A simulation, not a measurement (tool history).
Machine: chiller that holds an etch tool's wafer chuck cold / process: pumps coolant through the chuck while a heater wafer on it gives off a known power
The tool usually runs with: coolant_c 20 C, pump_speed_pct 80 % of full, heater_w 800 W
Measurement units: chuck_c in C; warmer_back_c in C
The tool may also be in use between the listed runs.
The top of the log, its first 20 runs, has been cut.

{"run": 21, "hour": 1187.5, "coolant_c": 14, "pump_speed_pct": 80, "heater_w": 416, "chuck_c": 17.5, "warmer_back_c": 1.19}
{"run": 22, "hour": 1268.8, "coolant_c": 17, "pump_speed_pct": 80, "heater_w": 416, "chuck_c": 20.5, "warmer_back_c": 1.17}
{"run": 23, "hour": 1313.8, "coolant_c": 14, "pump_speed_pct": 80, "heater_w": 778, "chuck_c": 20.6, "warmer_back_c": 2.17}
{"run": 24, "hour": 1397.8, "coolant_c": 12, "pump_speed_pct": 65, "heater_w": 939, "chuck_c": 21.1, "warmer_back_c": 3.29}
{"run": 25, "hour": 1434.2, "coolant_c": 12, "pump_speed_pct": 65, "heater_w": 939, "chuck_c": 21.2, "warmer_back_c": 3.22}
{"run": 26, "hour": 1501.7, "coolant_c": 14, "pump_speed_pct": 65, "heater_w": 661, "chuck_c": 20.5, "warmer_back_c": 2.35}
{"run": 27, "hour": 1586.8, "coolant_c": 14, "pump_speed_pct": 65, "heater_w": 661, "chuck_c": 20.4, "warmer_back_c": 2.31}
{"run": 28, "hour": 1640.1, "coolant_c": 16, "pump_speed_pct": 64, "heater_w": 1062, "chuck_c": 26.6, "warmer_back_c": 3.78}
{"run": 29, "hour": 1701.0, "coolant_c": 12, "pump_speed_pct": 80, "heater_w": 800, "chuck_c": 18.9, "warmer_back_c": 2.21}
{"run": 30, "hour": 1783.4, "coolant_c": 11, "pump_speed_pct": 71, "heater_w": 800, "chuck_c": 18.6, "warmer_back_c": 2.57}
{"run": 31, "hour": 1863.7, "coolant_c": 16, "pump_speed_pct": 80, "heater_w": 800, "chuck_c": 22.9, "warmer_back_c": 2.2}

Consider 4 possible next runs. They are alternatives, not a sequence: every one starts from the tool as it was left by run 31. What does each give?
{"run": "A", "hour": 1944.4, "coolant_c": 16, "pump_speed_pct": 66, "heater_w": 1155, "chuck_c": "?", "warmer_back_c": "?"}
{"run": "B", "hour": 1944.4, "coolant_c": 29, "pump_speed_pct": 68, "heater_w": 1012, "chuck_c": "?", "warmer_back_c": "?"}
{"run": "C", "hour": 1944.4, "coolant_c": 16, "pump_speed_pct": 97, "heater_w": 800, "chuck_c": "?", "warmer_back_c": "?"}
{"run": "D", "hour": 1944.4, "coolant_c": 16, "pump_speed_pct": 80, "heater_w": 691, "chuck_c": "?", "warmer_back_c": "?"}

run=A chuck_c=27.4 warmer_back_c=4.02
run=B chuck_c=38.9 warmer_back_c=3.41
run=C chuck_c=22.2 warmer_back_c=1.84
run=D chuck_c=22 warmer_back_c=1.95
Take away the tool's hidden state, keep each run's random variation, and the runs would have read:
run=A chuck_c=26.5 warmer_back_c=3.8
run=B chuck_c=38.1 warmer_back_c=3.21
run=C chuck_c=21.7 warmer_back_c=1.74
run=D chuck_c=21.6 warmer_back_c=1.84
